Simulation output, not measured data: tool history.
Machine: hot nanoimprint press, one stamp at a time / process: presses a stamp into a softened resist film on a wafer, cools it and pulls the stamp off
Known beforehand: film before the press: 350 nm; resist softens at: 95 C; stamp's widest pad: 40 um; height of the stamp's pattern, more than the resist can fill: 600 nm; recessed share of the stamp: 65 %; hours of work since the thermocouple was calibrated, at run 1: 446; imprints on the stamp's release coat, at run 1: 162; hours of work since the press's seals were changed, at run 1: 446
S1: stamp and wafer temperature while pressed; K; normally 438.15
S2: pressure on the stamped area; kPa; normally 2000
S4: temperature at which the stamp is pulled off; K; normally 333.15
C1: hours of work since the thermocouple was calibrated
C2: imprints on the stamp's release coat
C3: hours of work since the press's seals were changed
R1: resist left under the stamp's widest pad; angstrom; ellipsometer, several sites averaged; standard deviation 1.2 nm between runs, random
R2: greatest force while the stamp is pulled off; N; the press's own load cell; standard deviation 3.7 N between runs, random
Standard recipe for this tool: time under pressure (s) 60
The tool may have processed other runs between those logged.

run 1 hour=0 | S1=438.15 S2=2000 time_under_pressure_(s)=60 S4=333.15 | C1=446 C2=162 C3=446 | R1=2022 R2=220
run 2 hour=39.1 | S1=438.15 S2=2340 time_under_pressure_(s)=60 S4=333.15 | C1=465 C2=265 C3=465 | R1=1904 R2=222
run 3 hour=117.8 | S1=443.15 S2=2000 time_under_pressure_(s)=60 S4=333.15 | C1=504 C2=472 C3=504 | R1=1613 R2=234
-- hour=139.7 plate thermocouple calibrated
run 4 hour=161.6 | S1=443.15 S2=2000 time_under_pressure_(s)=60 S4=333.15 | C1=11 C2=580 C3=524 | R1=1502 R2=226
run 5 hour=194.3 | S1=443.15 S2=2000 time_under_pressure_(s)=60 S4=333.15 | C1=27 C2=666 C3=540 | R1=1496 R2=233
run 6 hour=251.5 | S1=443.15 S2=2000 time_under_pressure_(s)=60 S4=333.15 | C1=55 C2=816 C3=568 | R1=1505 R2=232
-- hour=264.9 stamp cleaned and given a new release coat
run 7 hour=327.4 | S1=443.15 S2=2000 time_under_pressure_(s)=60 S4=333.15 | C1=89 C2=164 C3=602 | R1=1528 R2=212
run 8 hour=377.7 | S1=443.15 S2=2000 time_under_pressure_(s)=60 S4=333.15 | C1=114 C2=297 C3=627 | R1=1527 R2=219
run 9 hour=431.1 | S1=443.15 S2=2000 time_under_pressure_(s)=60 S4=333.15 | C1=140 C2=437 C3=653 | R1=1523 R2=229
run 10 hour=503.5 | S1=443.15 S2=2000 time_under_pressure_(s)=60 S4=333.15 | C1=175 C2=628 C3=689 | R1=1545 R2=232
-- hour=582.4 stamp cleaned and given a new release coat
run 11 hour=588.7 | S1=449.15 S2=2000 time_under_pressure_(s)=92 S4=333.15 | C1=214 C2=17 C3=727 | R1=961 R2=212
run 12 hour=646 | S1=435.15 S2=1890 time_under_pressure_(s)=51 S4=331.15 | C1=242 C2=168 C3=755 | R1=2341 R2=221
-- hour=694.3 press's hydraulic seals changed and the load cell set to zero
run 13 hour=695.6 | S1=448.15 S2=2820 time_under_pressure_(s)=68 S4=323.15 | C1=263 C2=277 C3=1 | R1=981 R2=245
run 14 hour=733.4 | S1=448.15 S2=2820 time_under_pressure_(s)=68 S4=323.15 | C1=281 C2=377 C3=19 | R1=963 R2=252
run 15 hour=808.1 | S1=448.15 S2=2820 time_under_pressure_(s)=68 S4=323.15 | C1=318 C2=573 C3=56 | R1=983 R2=252
run 16 hour=868.1 | S1=438.15 S2=2000 time_under_pressure_(s)=118 S4=333.15 | C1=347 C2=731 C3=85 | R1=1538 R2=239
-- hour=911.2 stamp cleaned and given a new release coat
run 17 hour=933.8 | S1=439.15 S2=2000 time_under_pressure_(s)=60 S4=326.15 | C1=376 C2=59 C3=114 | R1=1899 R2=226

Consider 5 possible next runs. They are alternatives, not a sequence: every one starts from the tool as it was left by run 17. What does each give?
run A hour=1001.9 | S1=438.15 S2=1850 time_under_pressure_(s)=60 S4=324.15 | C1=410 C2=239 C3=148 | R1=? R2=?
run B hour=1001.9 | S1=438.15 S2=2730 time_under_pressure_(s)=60 S4=333.15 | C1=410 C2=239 C3=148 | R1=? R2=?
run C hour=1001.9 | S1=432.15 S2=1840 time_under_pressure_(s)=104 S4=333.15 | C1=410 C2=239 C3=148 | R1=? R2=?
run D hour=1001.9 | S1=439.15 S2=2000 time_under_pressure_(s)=60 S4=321.15 | C1=410 C2=239 C3=148 | R1=? R2=?
run E hour=1001.9 | S1=431.15 S2=1750 time_under_pressure_(s)=60 S4=334.15 | C1=410 C2=239 C3=148 | R1=? R2=?

run=A R1=2025 R2=243
run=B R1=1783 R2=226
run=C R1=2210 R2=220
run=D R1=1894 R2=255
run=E R1=2646 R2=219
Without the tool's hidden state the same runs would have given:
run=A R1=1946 R2=233
run=B R1=1704 R2=216
run=C R1=2124 R2=211
run=D R1=1817 R2=245
run=E R1=2573 R2=210
